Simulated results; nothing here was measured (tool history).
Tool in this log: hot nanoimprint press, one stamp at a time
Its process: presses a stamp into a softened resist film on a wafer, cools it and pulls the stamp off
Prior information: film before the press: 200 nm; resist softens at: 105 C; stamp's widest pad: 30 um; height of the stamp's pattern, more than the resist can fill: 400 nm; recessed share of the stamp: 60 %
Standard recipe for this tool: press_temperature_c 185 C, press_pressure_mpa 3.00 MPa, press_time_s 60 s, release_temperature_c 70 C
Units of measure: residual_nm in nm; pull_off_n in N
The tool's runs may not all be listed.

run	hour	press_temperature_c	press_pressure_mpa	press_time_s	release_temperature_c	residual_nm	pull_off_n
1	0.0	185	3.00	60	70	110.0	93
2	54.1	185	3.00	60	70	110.7	95
# hour 75.8: stamp cleaned and given a new release coat
3	112.8	185	3.00	60	70	110.0	94
4	153.8	185	3.00	60	70	110.1	94
5	193.1	185	3.00	60	70	110.6	95
# hour 222.1: press's hydraulic seals changed and the load cell set to zero
6	257.7	185	3.00	60	70	109.4	96
7	291.0	185	3.00	60	70	109.9	91
8	355.5	185	3.00	60	70	109.8	92
9	390.3	185	3.00	60	70	110.3	94
# hour 414.7: stamp cleaned and given a new release coat
10	434.3	185	3.00	30	70	135.4	90
11	485.1	185	3.00	30	70	135.8	91
12	535.5	185	3.00	30	70	136.0	93
13	599.6	185	3.00	30	70	135.6	97
# hour 653.8: plate thermocouple calibrated
14	653.8	185	3.00	34	70	132.0	95
15	690.1	185	3.00	34	70	132.1	92
# hour 743.9: stamp cleaned and given a new release coat
16	748.0	185	3.00	34	70	130.5	95
17	809.0	193	2.18	60	70	93.3	96
18	864.8	193	2.18	60	70	93.2	95
19	920.9	193	2.18	60	70	93.0	91
20	983.8	184	2.18	59	70	127.7	91
21	1039.0	177	2.18	59	70	155.5	92
# hour 1070.3: stamp cleaned and given a new release coat
22	1115.1	177	2.18	59	70	154.9	92
23	1165.0	177	2.18	59	70	155.7	93
24	1220.5	178	2.18	118	70	127.9	93
25	1284.6	177	3.15	83	61	131.1	100
# hour 1315.2: plate thermocouple calibrated
26	1340.2	196	3.00	58	64	72.4	101
# hour 1399.7: stamp cleaned and given a new release coat
27	1417.1	196	3.09	58	74	72.0	92
28	1479.2	196	3.09	58	74	72.0	89
29	1519.3	196	2.04	56	56	88.6	103
30	1564.1	185	3.00	105	58	89.4	98

Predict each of these 3 candidate next runs independently; none follows another, all start after run 30:
A	1607.6	185	3.00	80	58	?	?
B	1607.6	185	2.05	54	58	?	?
C	1607.6	185	3.38	74	70	?	?

run	residual_nm	pull_off_n
A	99.4	108
B	130.4	102
C	97.2	93
Without the tool's hidden state the same runs would have given:
run	residual_nm	pull_off_n
A	99.3	107
B	130.3	101
C	97.1	92
